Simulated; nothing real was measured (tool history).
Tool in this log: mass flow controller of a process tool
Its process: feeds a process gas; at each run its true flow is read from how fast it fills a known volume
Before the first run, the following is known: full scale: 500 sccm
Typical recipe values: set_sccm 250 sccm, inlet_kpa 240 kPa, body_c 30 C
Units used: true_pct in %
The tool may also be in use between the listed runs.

run 1 day=0 | set_sccm=250 inlet_kpa=240 body_c=30 | true_pct=98.5
run 2 day=3.146 | set_sccm=250 inlet_kpa=240 body_c=30 | true_pct=98.53
run 3 day=4.608 | set_sccm=250 inlet_kpa=204 body_c=30 | true_pct=98.38
run 4 day=6.921 | set_sccm=250 inlet_kpa=240 body_c=31 | true_pct=98.45
run 5 day=8.204 | set_sccm=250 inlet_kpa=240 body_c=31 | true_pct=98.58
run 6 day=10 | set_sccm=250 inlet_kpa=240 body_c=30 | true_pct=98.66
run 7 day=12.242 | set_sccm=250 inlet_kpa=240 body_c=30 | true_pct=98.7
run 8 day=13.95 | set_sccm=250 inlet_kpa=240 body_c=30 | true_pct=98.9
run 9 day=15.812 | set_sccm=250 inlet_kpa=240 body_c=30 | true_pct=98.86
run 10 day=17.912 | set_sccm=250 inlet_kpa=202 body_c=30 | true_pct=98.65
run 11 day=20.142 | set_sccm=114 inlet_kpa=202 body_c=30 | true_pct=97.91
run 12 day=22.533 | set_sccm=114 inlet_kpa=202 body_c=30 | true_pct=97.8
run 13 day=24.192 | set_sccm=114 inlet_kpa=202 body_c=30 | true_pct=97.98
run 14 day=26.596 | set_sccm=250 inlet_kpa=240 body_c=30 | true_pct=99.14
run 15 day=28.617 | set_sccm=250 inlet_kpa=204 body_c=30 | true_pct=98.86
run 16 day=30.588 | set_sccm=250 inlet_kpa=204 body_c=30 | true_pct=98.99
run 17 day=32.121 | set_sccm=111 inlet_kpa=240 body_c=30 | true_pct=98.45
run 18 day=33.438 | set_sccm=111 inlet_kpa=245 body_c=30 | true_pct=98.57
run 19 day=34.871 | set_sccm=111 inlet_kpa=245 body_c=30 | true_pct=98.53
run 20 day=36.55 | set_sccm=111 inlet_kpa=245 body_c=30 | true_pct=97.73
run 21 day=38.488 | set_sccm=111 inlet_kpa=245 body_c=30 | true_pct=97.78
run 22 day=40.017 | set_sccm=111 inlet_kpa=245 body_c=30 | true_pct=97.85
run 23 day=41.696 | set_sccm=250 inlet_kpa=240 body_c=30 | true_pct=98.46
run 24 day=43.804 | set_sccm=148 inlet_kpa=212 body_c=23 | true_pct=98.32
run 25 day=46.262 | set_sccm=52 inlet_kpa=238 body_c=20 | true_pct=98.32
run 26 day=49.179 | set_sccm=52 inlet_kpa=238 body_c=20 | true_pct=98.36
run 27 day=51.525 | set_sccm=52 inlet_kpa=238 body_c=20 | true_pct=98.47
run 28 day=52.9 | set_sccm=52 inlet_kpa=192 body_c=23 | true_pct=97.9
run 29 day=55.721 | set_sccm=52 inlet_kpa=192 body_c=23 | true_pct=97.92
run 30 day=57.275 | set_sccm=147 inlet_kpa=180 body_c=30 | true_pct=97.97
run 31 day=59.821 | set_sccm=147 inlet_kpa=180 body_c=24 | true_pct=98.47
run 32 day=61.233 | set_sccm=226 inlet_kpa=254 body_c=24 | true_pct=99.48
run 33 day=63.238 | set_sccm=304 inlet_kpa=195 body_c=24 | true_pct=99.53
run 34 day=64.912 | set_sccm=304 inlet_kpa=195 body_c=24 | true_pct=99.67
run 35 day=67.417 | set_sccm=304 inlet_kpa=195 body_c=22 | true_pct=99.91
run 36 day=69.917 | set_sccm=304 inlet_kpa=195 body_c=22 | true_pct=100.01
run 37 day=71.221 | set_sccm=304 inlet_kpa=195 body_c=22 | true_pct=100.05
run 38 day=72.867 | set_sccm=304 inlet_kpa=195 body_c=22 | true_pct=100.04
run 39 day=74.762 | set_sccm=130 inlet_kpa=262 body_c=26 | true_pct=99.22
run 40 day=76.671 | set_sccm=130 inlet_kpa=149 body_c=25 | true_pct=98.39
run 41 day=79.75 | set_sccm=277 inlet_kpa=261 body_c=27 | true_pct=100.12
run 42 day=82.225 | set_sccm=250 inlet_kpa=240 body_c=35 | true_pct=99.23
run 43 day=85.388 | set_sccm=250 inlet_kpa=240 body_c=35 | true_pct=99.31
run 44 day=87.721 | set_sccm=59 inlet_kpa=182 body_c=25 | true_pct=98.49
run 45 day=89.971 | set_sccm=250 inlet_kpa=158 body_c=31 | true_pct=99.16

Removed from this log: 1 entry logged between the listed runs. Between which two listed runs does each belong, and how does the tool's hidden state at the listed run before it compare with that at the listed run after it?
From run 19 to run 20: gauge calibrated (day 35.842)
  drift of the gauge itself on true_pct, %: 0.92 -> 0.02
  measured value less the no-hidden-state value, true_pct: +0.89 -> +0.01 %
